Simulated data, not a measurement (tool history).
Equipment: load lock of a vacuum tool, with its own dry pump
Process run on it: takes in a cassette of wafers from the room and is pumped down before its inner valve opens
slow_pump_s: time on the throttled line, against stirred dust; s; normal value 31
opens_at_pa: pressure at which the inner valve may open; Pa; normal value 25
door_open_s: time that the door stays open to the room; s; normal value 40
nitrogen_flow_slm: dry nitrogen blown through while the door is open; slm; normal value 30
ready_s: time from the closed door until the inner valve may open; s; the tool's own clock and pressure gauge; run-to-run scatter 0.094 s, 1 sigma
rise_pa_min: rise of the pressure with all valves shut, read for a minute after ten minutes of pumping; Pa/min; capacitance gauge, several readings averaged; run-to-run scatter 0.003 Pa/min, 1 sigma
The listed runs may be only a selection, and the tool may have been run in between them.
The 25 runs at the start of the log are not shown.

run	hour	slow_pump_s	opens_at_pa	door_open_s	nitrogen_flow_slm	hours that the pump has run since its overhaul	times that the door has closed on its seal	incoming humidity of the room's air, %	ready_s	rise_pa_min
26	4917.7	20	47	54	9	16490	22506	47.0	29.73	0.216
27	5060.7	20	50	54	13	16633	22775	44.2	29.83	0.213
28	5314.4	31	25	156	17	16887	23252	46.0	40.44	0.248
29	5531.1	55	24	56	36	17103	23659	45.2	61.82	0.202
30	5655.8	55	24	56	36	17228	23893	45.6	61.66	0.210
31	5943.0	55	24	56	36	17515	24433	47.2	61.94	0.217
32	6129.3	34	38	64	32	17702	24783	44.9	42.63	0.221
33	6357.6	34	38	64	32	17930	25212	43.4	42.51	0.228
34	6606.1	34	38	64	32	18178	25679	46.4	42.76	0.231
35	6779.7	34	38	64	32	18352	26005	47.1	42.63	0.236
# hour 6862.3: dry pump taken out, an overhauled one fitted
36	6907.3	34	38	64	32	45	26234	48.4	41.52	0.237

Branching from run 36: 5 alternative next runs. What would each branch give?
A	7137.3	29	19	64	32	275	26666	44.3	?	?
B	7137.3	29	25	40	30	275	26666	43.5	?	?
C	7137.3	34	25	64	4	275	26666	43.8	?	?
D	7137.3	36	25	28	8	275	26666	46.9	?	?
E	7137.3	27	25	40	17	275	26666	42.4	?	?

run	ready_s	rise_pa_min
A	38.04	0.237
B	37.51	0.246
C	42.00	0.282
D	43.86	0.245
E	35.69	0.242
With no hidden state in the tool, these same runs would have given:
run	ready_s	rise_pa_min
A	38.03	0.033
B	37.51	0.039
C	42.00	0.075
D	43.86	0.044
E	35.69	0.039
